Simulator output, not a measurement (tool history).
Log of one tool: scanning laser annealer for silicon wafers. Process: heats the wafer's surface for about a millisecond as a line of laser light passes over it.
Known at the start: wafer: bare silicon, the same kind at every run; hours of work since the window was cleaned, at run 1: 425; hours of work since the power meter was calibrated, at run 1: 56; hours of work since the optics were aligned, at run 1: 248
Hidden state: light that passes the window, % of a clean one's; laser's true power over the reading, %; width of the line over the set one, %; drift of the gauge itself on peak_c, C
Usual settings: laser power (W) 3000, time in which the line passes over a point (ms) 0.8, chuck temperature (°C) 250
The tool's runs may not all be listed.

| run | hour | laser power (W) | time in which the line passes over a point (ms) | chuck temperature (°C) | hours of work since the window was cleaned | hours of work since the power meter was calibrated | hours of work since the optics were aligned | highest temperature of the surface (°C) |
|---|---|---|---|---|---|---|---|---|
| 1 | 0 | 3000 | 0.8 | 250 | 425 | 56 | 248 | 977 |
| 2 | 11.5 | 2634 | 0.8 | 250 | 434 | 65 | 256 | 866 |
| 3 | 23.7 | 2634 | 0.8 | 250 | 443 | 74 | 266 | 862 |
| 4 | 36.6 | 2634 | 0.8 | 250 | 453 | 84 | 275 | 864 |
| 5 | 48.7 | 2634 | 0.8 | 250 | 462 | 93 | 284 | 862 |
| 6 | 57 | 2634 | 0.8 | 250 | 469 | 99 | 291 | 866 |
| 7 | 69 | 2634 | 0.8 | 250 | 478 | 108 | 300 | 863 |
| 8 | 78.1 | 3000 | 0.6 | 250 | 485 | 115 | 307 | 859 |
| 9 | 91 | 3000 | 0.6 | 230 | 494 | 125 | 316 | 838 |
| 10 | 101.4 | 3000 | 0.8 | 284 | 502 | 133 | 324 | 1007 |
| 11 | 113.1 | 3000 | 0.8 | 284 | 511 | 142 | 333 | 1005 |
| 12 | 126.4 | 3000 | 0.8 | 284 | 521 | 152 | 343 | 1003 |
| 13 | 139.4 | 3000 | 0.8 | 284 | 531 | 162 | 353 | 999 |
| 14 | 148.1 | 3000 | 0.8 | 284 | 538 | 168 | 360 | 1002 |
| 15 | 160.2 | 3000 | 0.8 | 250 | 547 | 177 | 369 | 970 |
|  | 168.8 | window over the wafer cleaned |
| 16 | 171.2 | 3000 | 0.8 | 250 | 2 | 184 | 376 | 989 |
| 17 | 182.4 | 3000 | 0.8 | 250 | 10 | 193 | 384 | 990 |
| 18 | 188.1 | 3000 | 0.8 | 250 | 15 | 197 | 389 | 992 |
| 19 | 196.3 | 3000 | 0.8 | 288 | 21 | 203 | 395 | 1026 |
| 20 | 205.3 | 3000 | 0.8 | 288 | 28 | 210 | 402 | 1025 |
| 21 | 212 | 2652 | 0.818 | 288 | 33 | 215 | 407 | 931 |
| 22 | 218.1 | 2618 | 0.811 | 223 | 37 | 220 | 411 | 849 |
| 23 | 231.2 | 3000 | 0.696 | 260 | 47 | 230 | 421 | 941 |
| 24 | 241.6 | 3000 | 0.696 | 260 | 55 | 238 | 429 | 940 |
| 25 | 253.1 | 3133 | 0.893 | 260 | 64 | 246 | 438 | 1090 |
| 26 | 265.8 | 3133 | 0.893 | 260 | 73 | 256 | 447 | 1091 |
| 27 | 272.8 | 3195 | 0.893 | 260 | 79 | 261 | 453 | 1108 |
| 28 | 282.1 | 3195 | 0.893 | 219 | 86 | 268 | 460 | 1070 |
| 29 | 288.5 | 3000 | 0.8 | 264 | 91 | 273 | 465 | 999 |
| 30 | 299.7 | 3000 | 0.8 | 264 | 99 | 282 | 473 | 999 |
| 31 | 307.9 | 3000 | 0.698 | 264 | 105 | 288 | 479 | 942 |
| 32 | 315.3 | 3000 | 0.698 | 264 | 111 | 293 | 485 | 939 |
| 33 | 321.1 | 2852 | 0.965 | 264 | 115 | 298 | 489 | 1031 |
| 34 | 327.7 | 3000 | 0.8 | 234 | 120 | 303 | 494 | 968 |
| 35 | 336.8 | 3000 | 0.695 | 250 | 127 | 310 | 501 | 922 |
| 36 | 342.2 | 3000 | 0.695 | 243 | 131 | 314 | 505 | 918 |
| 37 | 354.9 | 3000 | 0.695 | 243 | 141 | 323 | 515 | 917 |
| 38 | 361.6 | 2946 | 0.746 | 258 | 146 | 329 | 520 | 946 |
| 39 | 369.1 | 2946 | 0.746 | 258 | 152 | 334 | 526 | 943 |
| 40 | 380.9 | 2946 | 0.746 | 258 | 161 | 343 | 535 | 943 |

5 ways to go on from here, each from the tool as it stands after run 40. What would each give?
| A | 393.3 | 3000 | 0.8 | 252 | 170 | 353 | 544 | ? |
| B | 393.3 | 3000 | 0.8 | 231 | 170 | 353 | 544 | ? |
| C | 393.3 | 3000 | 0.8 | 231 | 170 | 353 | 544 | ? |
| D | 393.3 | 2825 | 0.8 | 259 | 170 | 353 | 544 | ? |
| E | 393.3 | 3187 | 0.706 | 272 | 170 | 353 | 544 | ? |

| run | highest temperature of the surface (°C) |
|---|---|
| A | 979 |
| B | 956 |
| C | 960 |
| D | 936 |
| E | 1007 |
Without the tool's hidden state the same runs would have given:
| run | highest temperature of the surface (°C) |
|---|---|
| A | 1003 |
| B | 980 |
| C | 984 |
| D | 959 |
| E | 1031 |

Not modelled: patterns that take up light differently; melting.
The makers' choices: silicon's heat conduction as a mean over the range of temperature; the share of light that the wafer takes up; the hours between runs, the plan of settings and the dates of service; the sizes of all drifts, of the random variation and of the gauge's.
